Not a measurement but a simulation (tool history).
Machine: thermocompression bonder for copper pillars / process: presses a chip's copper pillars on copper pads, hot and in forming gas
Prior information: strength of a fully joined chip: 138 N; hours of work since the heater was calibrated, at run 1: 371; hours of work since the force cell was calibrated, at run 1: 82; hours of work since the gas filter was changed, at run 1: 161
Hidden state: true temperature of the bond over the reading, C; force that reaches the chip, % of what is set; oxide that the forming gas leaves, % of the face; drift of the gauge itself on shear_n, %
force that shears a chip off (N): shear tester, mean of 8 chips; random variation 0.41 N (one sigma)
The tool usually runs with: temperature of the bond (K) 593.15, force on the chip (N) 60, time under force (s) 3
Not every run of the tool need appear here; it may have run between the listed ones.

run	hour	temperature of the bond (K)	force on the chip (N)	time under force (s)	hours of work since the heater was calibrated	hours of work since the force cell was calibrated	hours of work since the gas filter was changed	force that shears a chip off (N)
1	0.0	593.15	60	3	371	82	161	83.8
2	10.3	593.15	60	3	379	90	169	83.2
3	19.6	593.15	50	3	386	97	176	76.3
4	27.8	593.15	50	3	392	104	182	76.9
5	34.7	593.15	60	3	398	109	188	82.0
6	47.3	593.15	60	2	407	119	197	72.9
7	58.5	593.15	89	3	416	127	206	93.2
8	64.4	593.15	90	3	421	132	211	94.0
9	72.6	593.15	90	3	427	138	217	93.4
10	82.7	593.15	60	3	435	146	225	81.1
11	94.3	593.15	60	3	444	155	234	80.0
# hour 95.8: forming gas filter changed
12	104.2	593.15	60	3	451	163	7	90.9
# hour 106.8: heater calibrated with a thermocouple chip
13	113.9	593.15	60	9	6	168	12	116.1
14	124.8	593.15	60	9	14	177	21	115.2
15	131.0	593.15	60	5	19	182	26	103.1
16	141.2	593.15	60	5	27	190	34	103.0
# hour 148.6: heater calibrated with a thermocouple chip, once more
17	151.4	593.15	60	3	2	196	40	86.8
18	163.2	593.15	60	7	11	205	49	105.4
19	175.5	593.15	60	7	21	215	59	105.4
20	186.6	593.15	60	7	29	223	67	105.0
21	194.4	593.15	83	2	35	229	73	86.4
22	201.4	593.15	59	2	41	235	79	74.9
23	209.6	593.15	59	2	47	241	85	74.5
24	222.2	606.15	45	2	57	251	95	75.5
25	230.0	606.15	45	2	63	257	101	74.9
26	242.6	606.15	49	2	73	267	111	77.0
27	248.9	582.15	53	3	78	272	116	71.1
28	257.1	614.15	75	7	84	278	122	119.3
29	264.9	614.15	44	8	90	284	128	109.1
30	277.2	622.15	67	8	100	294	138	120.6
31	286.2	584.15	45	3	107	301	145	66.3
32	292.9	584.15	85	4	112	306	150	93.9
33	298.4	584.15	85	4	116	310	154	93.3
34	307.2	614.15	41	4	123	317	161	91.5
35	317.1	616.15	46	6	131	324	168	104.6
36	325.0	619.15	87	7	137	331	175	119.9
37	332.1	611.15	87	5	142	336	180	112.1
38	342.5	611.15	87	5	150	344	188	111.8
39	353.0	593.15	46	3	158	352	196	71.8
40	363.7	601.15	82	4	167	361	205	101.5

3 options for the next run, each taken on its own from the tool as it stands now. Forecast them:
A	371.8	575.15	47	2	173	367	211	?
B	371.8	593.15	87	5	173	367	211	?
C	371.8	620.15	44	5	173	367	211	?

run	force that shears a chip off (N)
A	50.8
B	102.7
C	99.0
Stripped of hidden state, with their random variation kept, the same runs would have yielded:
run	force that shears a chip off (N)
A	55.4
B	113.4
C	109.4

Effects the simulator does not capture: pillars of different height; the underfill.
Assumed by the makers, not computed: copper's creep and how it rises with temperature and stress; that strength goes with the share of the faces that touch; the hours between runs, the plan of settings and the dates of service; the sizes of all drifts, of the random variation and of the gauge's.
